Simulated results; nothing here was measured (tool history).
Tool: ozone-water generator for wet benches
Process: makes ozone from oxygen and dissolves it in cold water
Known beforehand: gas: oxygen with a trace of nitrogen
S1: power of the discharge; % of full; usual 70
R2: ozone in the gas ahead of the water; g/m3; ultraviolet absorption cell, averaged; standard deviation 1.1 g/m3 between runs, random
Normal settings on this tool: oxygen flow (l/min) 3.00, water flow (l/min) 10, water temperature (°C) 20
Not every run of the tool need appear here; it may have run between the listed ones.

{"run": 1, "hour": 0.0, "S1": 70, "oxygen flow (l/min)": 3.0, "water flow (l/min)": 10, "water temperature (°C)": 20, "dissolved ozone (ppm)": 16.5, "R2": 171.6}
{"run": 2, "hour": 112.2, "S1": 70, "oxygen flow (l/min)": 3.0, "water flow (l/min)": 10, "water temperature (°C)": 20, "dissolved ozone (ppm)": 16.3, "R2": 172.4}
{"run": 3, "hour": 259.6, "S1": 59, "oxygen flow (l/min)": 3.0, "water flow (l/min)": 10, "water temperature (°C)": 20, "dissolved ozone (ppm)": 14.3, "R2": 151.0}
{"run": 4, "hour": 456.3, "S1": 59, "oxygen flow (l/min)": 3.0, "water flow (l/min)": 10, "water temperature (°C)": 20, "dissolved ozone (ppm)": 14.2, "R2": 150.6}
{"run": 5, "hour": 603.9, "S1": 59, "oxygen flow (l/min)": 3.0, "water flow (l/min)": 10, "water temperature (°C)": 20, "dissolved ozone (ppm)": 13.9, "R2": 150.9}
{"run": 6, "hour": 726.2, "S1": 70, "oxygen flow (l/min)": 3.0, "water flow (l/min)": 10, "water temperature (°C)": 20, "dissolved ozone (ppm)": 16.0, "R2": 169.2}
{"run": 7, "hour": 876.9, "S1": 70, "oxygen flow (l/min)": 3.0, "water flow (l/min)": 10, "water temperature (°C)": 20, "dissolved ozone (ppm)": 15.9, "R2": 169.0}
{"run": 8, "hour": 1004.9, "S1": 70, "oxygen flow (l/min)": 3.0, "water flow (l/min)": 10, "water temperature (°C)": 16, "dissolved ozone (ppm)": 17.0, "R2": 168.1}
{"run": 9, "hour": 1176.3, "S1": 70, "oxygen flow (l/min)": 3.0, "water flow (l/min)": 10, "water temperature (°C)": 16, "dissolved ozone (ppm)": 16.8, "R2": 167.5}
{"hour": 1331.6, "done": "contactor cleaned"}
{"run": 10, "hour": 1355.1, "S1": 88, "oxygen flow (l/min)": 4.36, "water flow (l/min)": 10, "water temperature (°C)": 12, "dissolved ozone (ppm)": 21.3, "R2": 159.8}
{"run": 11, "hour": 1497.1, "S1": 56, "oxygen flow (l/min)": 4.36, "water flow (l/min)": 7, "water temperature (°C)": 20, "dissolved ozone (ppm)": 17.1, "R2": 114.1}
{"run": 12, "hour": 1674.5, "S1": 42, "oxygen flow (l/min)": 2.19, "water flow (l/min)": 7, "water temperature (°C)": 20, "dissolved ozone (ppm)": 15.7, "R2": 140.7}
{"run": 13, "hour": 1831.3, "S1": 75, "oxygen flow (l/min)": 3.78, "water flow (l/min)": 9, "water temperature (°C)": 14, "dissolved ozone (ppm)": 20.1, "R2": 153.4}
{"run": 14, "hour": 1980.9, "S1": 91, "oxygen flow (l/min)": 3.78, "water flow (l/min)": 9, "water temperature (°C)": 14, "dissolved ozone (ppm)": 23.0, "R2": 176.3}
{"run": 15, "hour": 2168.8, "S1": 82, "oxygen flow (l/min)": 3.0, "water flow (l/min)": 8, "water temperature (°C)": 20, "dissolved ozone (ppm)": 21.5, "R2": 184.3}
{"run": 16, "hour": 2363.1, "S1": 82, "oxygen flow (l/min)": 3.0, "water flow (l/min)": 8, "water temperature (°C)": 20, "dissolved ozone (ppm)": 21.5, "R2": 184.9}
{"run": 17, "hour": 2530.0, "S1": 70, "oxygen flow (l/min)": 2.82, "water flow (l/min)": 10, "water temperature (°C)": 20, "dissolved ozone (ppm)": 16.1, "R2": 172.7}

Branching from run 17: 5 alternative next runs. What would each branch give?
{"run": "A", "hour": 2655.3, "S1": 70, "oxygen flow (l/min)": 3.0, "water flow (l/min)": 6, "water temperature (°C)": 25, "dissolved ozone (ppm)": "?", "R2": "?"}
{"run": "B", "hour": 2655.3, "S1": 70, "oxygen flow (l/min)": 2.86, "water flow (l/min)": 10, "water temperature (°C)": 26, "dissolved ozone (ppm)": "?", "R2": "?"}
{"run": "C", "hour": 2655.3, "S1": 75, "oxygen flow (l/min)": 3.0, "water flow (l/min)": 10, "water temperature (°C)": 27, "dissolved ozone (ppm)": "?", "R2": "?"}
{"run": "D", "hour": 2655.3, "S1": 44, "oxygen flow (l/min)": 3.0, "water flow (l/min)": 10, "water temperature (°C)": 21, "dissolved ozone (ppm)": "?", "R2": "?"}
{"run": "E", "hour": 2655.3, "S1": 77, "oxygen flow (l/min)": 2.82, "water flow (l/min)": 9, "water temperature (°C)": 20, "dissolved ozone (ppm)": "?", "R2": "?"}

run=A dissolved_ozone_(ppm)=21.5 R2=165.8
run=B dissolved_ozone_(ppm)=14.2 R2=168.9
run=C dissolved_ozone_(ppm)=14.8 R2=172.4
run=D dissolved_ozone_(ppm)=11.4 R2=119.1
run=E dissolved_ozone_(ppm)=18.8 R2=183.4
With the hidden condition removed and each run's random variation left untouched, the same runs would have given:
run=A dissolved_ozone_(ppm)=25.1 R2=191.0
run=B dissolved_ozone_(ppm)=16.6 R2=194.8
run=C dissolved_ozone_(ppm)=17.5 R2=200.2
run=D dissolved_ozone_(ppm)=12.6 R2=130.5
run=E dissolved_ozone_(ppm)=22.2 R2=213.6
